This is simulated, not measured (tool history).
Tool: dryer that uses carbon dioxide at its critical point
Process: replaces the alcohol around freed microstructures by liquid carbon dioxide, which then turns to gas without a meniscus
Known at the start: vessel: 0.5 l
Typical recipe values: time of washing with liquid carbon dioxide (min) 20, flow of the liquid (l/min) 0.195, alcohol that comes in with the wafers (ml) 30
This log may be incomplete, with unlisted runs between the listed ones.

run,day,time of washing with liquid carbon dioxide (min),flow of the liquid (l/min),alcohol that comes in with the wafers (ml),alcohol left in the vessel before it's heated (ppm by volume)
1,0.000,20,0.195,30,67
2,0.417,20,0.129,30,604
3,0.792,22,0.195,30,36
4,1.317,15,0.195,30,347
5,1.654,15,0.195,30,342
6,2.125,15,0.195,30,349
7,2.404,15,0.195,30,344
8,2.642,15,0.195,30,342
9,2.862,15,0.195,30,355
10,3.188,15,0.195,30,357
11,3.621,20,0.195,30,80
12,4.042,20,0.195,30,81
13,4.308,20,0.195,30,80
14,4.629,20,0.195,30,82
15,4.962,20,0.153,30,294
16,5.242,20,0.195,94,209
17,5.650,17,0.142,90,2478
18,6.092,20,0.125,23,560
19,6.517,20,0.270,98,41
20,6.938,20,0.270,98,43
21,7.417,24,0.270,21,28
22,7.700,24,0.237,41,30
23,8.150,20,0.331,48,30
24,8.379,20,0.331,48,35
25,8.900,13,0.254,30,213
26,9.300,18,0.152,47,808
27,9.779,25,0.195,69,53
28,10.008,32,0.286,73,33

For some of the steps in alcohol left in the vessel before it's heated (ppm by volume) from one run to the next: how much would appear even if the tool had no hidden state, given the settings, what came in and random variation, and how much remains for the hidden state plus any gauge scatter that the measured result and the result without hidden state don't share?
Hidden state at play: flow that reaches the vessel past the clogged filter, %; alcohol in the recycled carbon dioxide, ppm; drift of the gauge itself on alcohol_ppm, %.
Run 16 -> 17: time of washing with liquid carbon dioxide (min) 20 -> 17, flow of the liquid (l/min) 0.195 -> 0.142, alcohol that comes in with the wafers (ml) 94 -> 90. alcohol left in the vessel before it's heated (ppm by volume) +2269: hidden state +368, all else +1901.
Run 17 -> 18: time of washing with liquid carbon dioxide (min) 17 -> 20, flow of the liquid (l/min) 0.142 -> 0.125, alcohol that comes in with the wafers (ml) 90 -> 23. alcohol left in the vessel before it's heated (ppm by volume) -1918: hidden state -317, all else -1601.

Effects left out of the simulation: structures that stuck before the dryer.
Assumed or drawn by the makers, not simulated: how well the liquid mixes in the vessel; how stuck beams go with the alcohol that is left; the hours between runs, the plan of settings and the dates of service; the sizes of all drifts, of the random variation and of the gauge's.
